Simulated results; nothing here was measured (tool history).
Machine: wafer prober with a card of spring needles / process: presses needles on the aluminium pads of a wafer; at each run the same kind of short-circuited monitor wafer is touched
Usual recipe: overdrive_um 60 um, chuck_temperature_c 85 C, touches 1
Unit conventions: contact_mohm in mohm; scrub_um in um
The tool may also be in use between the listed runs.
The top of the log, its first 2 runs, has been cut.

run,hour,overdrive_um,chuck_temperature_c,touches,contact_mohm,scrub_um
# hour 8.6: tips cleaned on abrasive film
3,13.2,60,85,1,245,11.06
# hour 17.8: tips cleaned on abrasive film
4,18.6,60,67,1,197,10.93
5,25.7,73,85,1,214,13.39
# hour 26.9: tips cleaned on abrasive film
6,34.1,73,85,1,212,13.42
# hour 36.3: tips cleaned on abrasive film
7,42.9,60,85,1,221,10.92
# hour 45.4: tips cleaned on abrasive film
# hour 46.9: tips cleaned on abrasive film, once more
8,48.9,60,85,1,205,10.92
9,53.8,60,85,2,208,10.92
# hour 56.1: tips cleaned on abrasive film
10,59.1,60,85,2,206,10.9
# hour 65.4: tips cleaned on abrasive film
11,68.7,60,85,1,214,10.86
12,73.6,60,85,1,228,10.83
# hour 74.6: tips cleaned on abrasive film
13,78.3,60,85,1,212,10.88
# hour 83.6: tips cleaned on abrasive film
14,86.5,60,85,1,210,10.76
# hour 93: tips cleaned on abrasive film
15,95.9,60,85,1,211,10.72
# hour 102.2: tips cleaned on abrasive film
16,103.4,60,85,1,205,10.82
17,108.6,60,85,1,225,10.79
# hour 111.3: tips cleaned on abrasive film
18,117.4,60,85,1,221,10.74
# hour 120.9: tips cleaned on abrasive film
19,123.8,60,85,2,207,10.71
# hour 130.3: tips cleaned on abrasive film
20,132.2,60,85,2,204,10.7
# hour 139.6: tips cleaned on abrasive film
21,140,52,35,1,197,9.18
# hour 148.8: tips cleaned on abrasive film
22,148.8,52,35,1,195,9.26
23,154.8,52,35,1,224,9.22
# hour 157.9: tips cleaned on abrasive film
24,162.7,74,85,1,210,13.38
# hour 167: tips cleaned on abrasive film
25,168.7,74,85,1,201,13.3

Run 26, settings as shown, results not yet in. Your forecast:
26,174.9,60,31,1,?,?

Run 26 yielded contact_mohm 223 mohm, scrub_um 10.74 um.
On a tool with no hidden condition, and with the same random variation, this run would have come out at contact_mohm 189 mohm, scrub_um 11.5 um.

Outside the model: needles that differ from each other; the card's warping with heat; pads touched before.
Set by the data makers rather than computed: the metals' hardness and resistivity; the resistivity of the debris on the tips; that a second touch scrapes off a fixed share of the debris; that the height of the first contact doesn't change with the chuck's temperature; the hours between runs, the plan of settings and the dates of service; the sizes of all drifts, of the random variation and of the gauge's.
